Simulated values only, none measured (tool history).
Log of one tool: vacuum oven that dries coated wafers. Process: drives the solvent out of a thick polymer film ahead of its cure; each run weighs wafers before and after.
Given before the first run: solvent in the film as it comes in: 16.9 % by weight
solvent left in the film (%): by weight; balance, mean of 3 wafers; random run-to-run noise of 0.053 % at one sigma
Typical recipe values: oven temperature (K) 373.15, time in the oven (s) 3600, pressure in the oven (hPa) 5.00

run	hour	oven temperature (K)	time in the oven (s)	pressure in the oven (hPa)	solvent left in the film (%)
1	0.0	373.15	3600	5.00	1.67
2	18.6	373.15	3600	5.00	1.68
3	45.2	373.15	3600	5.00	1.75
4	70.6	373.15	3600	5.00	1.74
5	93.9	373.15	3600	8.79	1.76
6	109.1	373.15	3600	5.00	1.74
7	123.9	373.15	3600	5.00	1.77
8	139.7	373.15	3600	5.00	1.82
9	168.6	373.15	3600	5.00	1.72
10	182.6	373.15	3600	5.00	1.74
11	204.5	373.15	3960	5.00	1.44
12	226.3	373.15	3600	5.00	1.80
13	242.0	373.15	3600	5.00	1.68
14	268.5	373.15	3600	4.24	1.68
15	290.8	373.15	2400	5.00	3.40
16	318.4	373.15	2400	5.00	3.42
17	336.3	375.15	4260	8.93	1.06
18	350.5	375.15	4260	8.93	1.16
19	377.7	386.15	3600	2.73	0.29
20	392.5	373.15	4140	7.03	1.45
21	415.8	373.15	2460	5.00	3.29
22	435.3	361.15	2880	5.00	5.48
23	466.0	366.15	3240	5.00	3.67
24	489.8	361.15	2640	7.14	5.99
25	502.7	361.15	2640	7.14	6.00
26	533.4	361.15	2640	7.14	6.01
27	560.1	360.15	2880	16.91	6.21
28	582.7	360.15	2880	16.91	6.40
29	601.0	360.15	2880	16.91	6.46
30	620.6	359.15	1920	11.87	8.25
31	642.5	380.15	5100	15.41	0.74

Selected run-to-run steps in solvent left in the film (%), each split into two signed amounts: the part the tool would show with no hidden state at all (from settings, incoming material and random variation), and the remainder, which goes to the hidden state together with any gauge scatter not common to the measured and the hidden-state-free results:
What the log doesn't record here: true wafer temperature over the reading, C; true pressure over the reading, kPa; drift of the gauge itself on solvent_pct, %.
Run 16 -> 17: oven temperature (K) 373.15 -> 375.15, time in the oven (s) 2400 -> 4260, pressure in the oven (hPa) 5.00 -> 8.93. solvent left in the film (%) -2.36: hidden state -0.02, all else -2.34.
Run 19 -> 20: oven temperature (K) 386.15 -> 373.15, time in the oven (s) 3600 -> 4140, pressure in the oven (hPa) 2.73 -> 7.03. solvent left in the film (%) +1.16: hidden state +0.04, all else +1.12.
Run 21 -> 22: oven temperature (K) 373.15 -> 361.15, time in the oven (s) 2460 -> 2880. solvent left in the film (%) +2.19: hidden state +0.04, all else +2.15.
Run 23 -> 24: oven temperature (K) 366.15 -> 361.15, time in the oven (s) 3240 -> 2640, pressure in the oven (hPa) 5.00 -> 7.14. solvent left in the film (%) +2.32: hidden state +0.01, all else +2.31.
Run 30 -> 31: oven temperature (K) 359.15 -> 380.15, time in the oven (s) 1920 -> 5100, pressure in the oven (hPa) 11.87 -> 15.41. solvent left in the film (%) -7.51: hidden state -0.10, all else -7.41.
